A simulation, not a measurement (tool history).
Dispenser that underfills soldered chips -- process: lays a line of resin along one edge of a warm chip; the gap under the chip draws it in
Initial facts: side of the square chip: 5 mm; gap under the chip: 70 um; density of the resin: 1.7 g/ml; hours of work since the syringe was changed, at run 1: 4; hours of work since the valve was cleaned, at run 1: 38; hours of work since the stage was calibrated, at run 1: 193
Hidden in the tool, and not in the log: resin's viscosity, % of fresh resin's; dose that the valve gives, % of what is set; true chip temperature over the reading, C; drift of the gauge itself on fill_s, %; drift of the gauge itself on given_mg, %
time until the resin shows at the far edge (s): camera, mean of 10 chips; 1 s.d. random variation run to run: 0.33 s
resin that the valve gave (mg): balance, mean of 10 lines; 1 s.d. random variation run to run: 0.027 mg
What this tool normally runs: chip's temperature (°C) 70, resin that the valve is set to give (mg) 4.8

run,hour,chip's temperature (°C),resin that the valve is set to give (mg),hours of work since the syringe was changed,hours of work since the valve was cleaned,hours of work since the stage was calibrated,time until the resin shows at the far edge (s),resin that the valve gave (mg)
1,0,70,4.8,4,38,193,16.9,4.69
# hour 11.4: new syringe of resin
2,11.4,70,4.8,0,45,200,13.4,4.72
3,22.3,70,4.8,7,52,207,19.8,4.65
# hour 29: new syringe of resin
4,30,70,4.8,1,57,211,13.8,4.67
5,41.1,70,4.3,7,63,218,21.9,4.15
# hour 46.8: new syringe of resin
6,50.6,71,4.8,2,69,224,14.5,4.64
7,61.9,63,4.8,9,76,231,33,4.62
# hour 64.6: new syringe of resin
8,73.3,70,4.8,5,83,238,18.5,4.63
# hour 82.4: new syringe of resin
9,83.6,70,4.8,1,89,244,14.9,4.58
10,90.7,70,4.8,5,94,248,18.9,4.58
# hour 100.2: new syringe of resin
11,100.3,69,5.71,0,100,254,14.9,5.39
12,109.1,69,6.06,6,105,260,19.6,5.81
# hour 118.1: new syringe of resin
13,119.9,82,4.16,1,112,266,7.9,3.94
14,127,65,5.82,6,116,270,23.9,5.45
# hour 135.9: dispensing valve cleaned and set on the balance
# hour 137.1: new syringe of resin
15,141.5,70,4.8,3,3,279,16.4,4.82
16,150.7,70,4.8,8,9,284,22.1,4.81
# hour 154.7: new syringe of resin
17,162.1,82,4.18,5,16,291,10.4,4.15
18,171.7,85,4.26,11,22,297,12.7,4.28
# hour 172.6: new syringe of resin
19,178.4,83,4.8,4,26,301,9.5,4.74

Below, some changes in time until the resin shows at the far edge (s) between adjacent runs. For each, the amount present without the hidden state too (settings, incoming material, random variation) and the amount remaining for the hidden state with gauge scatter not shared by both compared results:
Run 6 -> 7: chip's temperature (°C) 71 -> 63. time until the resin shows at the far edge (s) +18.5: hidden state +12.3, all else +6.2.
